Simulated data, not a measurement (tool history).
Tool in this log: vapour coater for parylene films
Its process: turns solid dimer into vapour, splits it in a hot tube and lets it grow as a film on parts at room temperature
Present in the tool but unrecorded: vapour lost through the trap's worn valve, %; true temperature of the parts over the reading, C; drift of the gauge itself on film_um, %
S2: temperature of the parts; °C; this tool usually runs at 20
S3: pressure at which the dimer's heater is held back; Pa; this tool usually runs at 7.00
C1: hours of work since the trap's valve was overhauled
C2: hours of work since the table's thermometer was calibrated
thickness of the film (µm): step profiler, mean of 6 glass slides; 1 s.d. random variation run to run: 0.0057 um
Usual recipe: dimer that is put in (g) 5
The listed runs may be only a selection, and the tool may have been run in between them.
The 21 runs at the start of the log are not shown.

{"run": 22, "day": 36.167, "dimer that is put in (g)": 5, "S2": 22, "S3": 7.0, "C1": 502, "C2": 679, "thickness of the film (µm)": 0.579}
{"day": 37.821, "done": "trap's valve overhauled"}
{"run": 23, "day": 37.996, "dimer that is put in (g)": 5, "S2": 22, "S3": 7.0, "C1": 2, "C2": 696, "thickness of the film (µm)": 0.574}
{"run": 24, "day": 39.567, "dimer that is put in (g)": 5, "S2": 22, "S3": 8.52, "C1": 18, "C2": 712, "thickness of the film (µm)": 0.556}
{"run": 25, "day": 41.162, "dimer that is put in (g)": 5, "S2": 22, "S3": 8.52, "C1": 34, "C2": 728, "thickness of the film (µm)": 0.561}
{"day": 41.742, "done": "trap's valve overhauled, once more"}
{"run": 26, "day": 42.325, "dimer that is put in (g)": 5, "S2": 20, "S3": 7.1, "C1": 6, "C2": 738, "thickness of the film (µm)": 0.686}
{"run": 27, "day": 43.592, "dimer that is put in (g)": 5, "S2": 20, "S3": 7.1, "C1": 19, "C2": 751, "thickness of the film (µm)": 0.681}
{"run": 28, "day": 44.933, "dimer that is put in (g)": 5, "S2": 15, "S3": 7.0, "C1": 32, "C2": 764, "thickness of the film (µm)": 0.852}
{"run": 29, "day": 46.021, "dimer that is put in (g)": 3, "S2": 20, "S3": 4.87, "C1": 43, "C2": 775, "thickness of the film (µm)": 0.416}
{"run": 30, "day": 47.7, "dimer that is put in (g)": 3, "S2": 20, "S3": 4.87, "C1": 60, "C2": 792, "thickness of the film (µm)": 0.417}
{"run": 31, "day": 49.9, "dimer that is put in (g)": 3, "S2": 20, "S3": 4.87, "C1": 82, "C2": 814, "thickness of the film (µm)": 0.414}
{"run": 32, "day": 51.529, "dimer that is put in (g)": 5, "S2": 27, "S3": 3.22, "C1": 98, "C2": 830, "thickness of the film (µm)": 0.524}
{"run": 33, "day": 53.192, "dimer that is put in (g)": 5, "S2": 20, "S3": 7.0, "C1": 115, "C2": 847, "thickness of the film (µm)": 0.68}
{"run": 34, "day": 54.812, "dimer that is put in (g)": 2, "S2": 20, "S3": 8.29, "C1": 131, "C2": 863, "thickness of the film (µm)": 0.264}
{"run": 35, "day": 56.883, "dimer that is put in (g)": 5, "S2": 32, "S3": 11.3, "C1": 152, "C2": 884, "thickness of the film (µm)": 0.371}
{"run": 36, "day": 59.046, "dimer that is put in (g)": 6, "S2": 18, "S3": 4.18, "C1": 174, "C2": 906, "thickness of the film (µm)": 0.916}
{"run": 37, "day": 60.308, "dimer that is put in (g)": 2, "S2": 15, "S3": 2.57, "C1": 186, "C2": 918, "thickness of the film (µm)": 0.364}
{"run": 38, "day": 61.838, "dimer that is put in (g)": 4, "S2": 22, "S3": 2.4, "C1": 202, "C2": 934, "thickness of the film (µm)": 0.534}
{"run": 39, "day": 63.288, "dimer that is put in (g)": 5, "S2": 20, "S3": 6.73, "C1": 216, "C2": 948, "thickness of the film (µm)": 0.663}
{"run": 40, "day": 65.425, "dimer that is put in (g)": 4, "S2": 24, "S3": 7.0, "C1": 238, "C2": 970, "thickness of the film (µm)": 0.442}
{"run": 41, "day": 67.196, "dimer that is put in (g)": 7, "S2": 12, "S3": 7.21, "C1": 256, "C2": 988, "thickness of the film (µm)": 1.325}
{"run": 42, "day": 68.304, "dimer that is put in (g)": 7, "S2": 26, "S3": 5.43, "C1": 267, "C2": 999, "thickness of the film (µm)": 0.73}
{"run": 43, "day": 70.342, "dimer that is put in (g)": 7, "S2": 26, "S3": 2.38, "C1": 287, "C2": 1019, "thickness of the film (µm)": 0.766}
{"run": 44, "day": 71.679, "dimer that is put in (g)": 4, "S2": 20, "S3": 9.81, "C1": 301, "C2": 1033, "thickness of the film (µm)": 0.52}
{"run": 45, "day": 72.775, "dimer that is put in (g)": 5, "S2": 20, "S3": 7.0, "C1": 312, "C2": 1044, "thickness of the film (µm)": 0.655}
{"run": 46, "day": 74.442, "dimer that is put in (g)": 5, "S2": 14, "S3": 2.86, "C1": 328, "C2": 1060, "thickness of the film (µm)": 0.929}

Branching from run 46: 5 alternative next runs. What would each branch give?
{"run": "A", "day": 75.471, "dimer that is put in (g)": 4, "S2": 21, "S3": 4.65, "C1": 339, "C2": 1071, "thickness of the film (µm)": "?"}
{"run": "B", "day": 75.471, "dimer that is put in (g)": 8, "S2": 15, "S3": 3.57, "C1": 339, "C2": 1071, "thickness of the film (µm)": "?"}
{"run": "C", "day": 75.471, "dimer that is put in (g)": 2, "S2": 21, "S3": 5.36, "C1": 339, "C2": 1071, "thickness of the film (µm)": "?"}
{"run": "D", "day": 75.471, "dimer that is put in (g)": 5, "S2": 14, "S3": 2.04, "C1": 339, "C2": 1071, "thickness of the film (µm)": "?"}
{"run": "E", "day": 75.471, "dimer that is put in (g)": 5, "S2": 31, "S3": 2.05, "C1": 339, "C2": 1071, "thickness of the film (µm)": "?"}

run=A thickness_of_the_film_(µm)=0.521
run=B thickness_of_the_film_(µm)=1.408
run=C thickness_of_the_film_(µm)=0.263
run=D thickness_of_the_film_(µm)=0.959
run=E thickness_of_the_film_(µm)=0.446
Stripped of hidden state, with their random variation kept, the same runs would have yielded:
run=A thickness_of_the_film_(µm)=0.531
run=B thickness_of_the_film_(µm)=1.434
run=C thickness_of_the_film_(µm)=0.268
run=D thickness_of_the_film_(µm)=0.977
run=E thickness_of_the_film_(µm)=0.454

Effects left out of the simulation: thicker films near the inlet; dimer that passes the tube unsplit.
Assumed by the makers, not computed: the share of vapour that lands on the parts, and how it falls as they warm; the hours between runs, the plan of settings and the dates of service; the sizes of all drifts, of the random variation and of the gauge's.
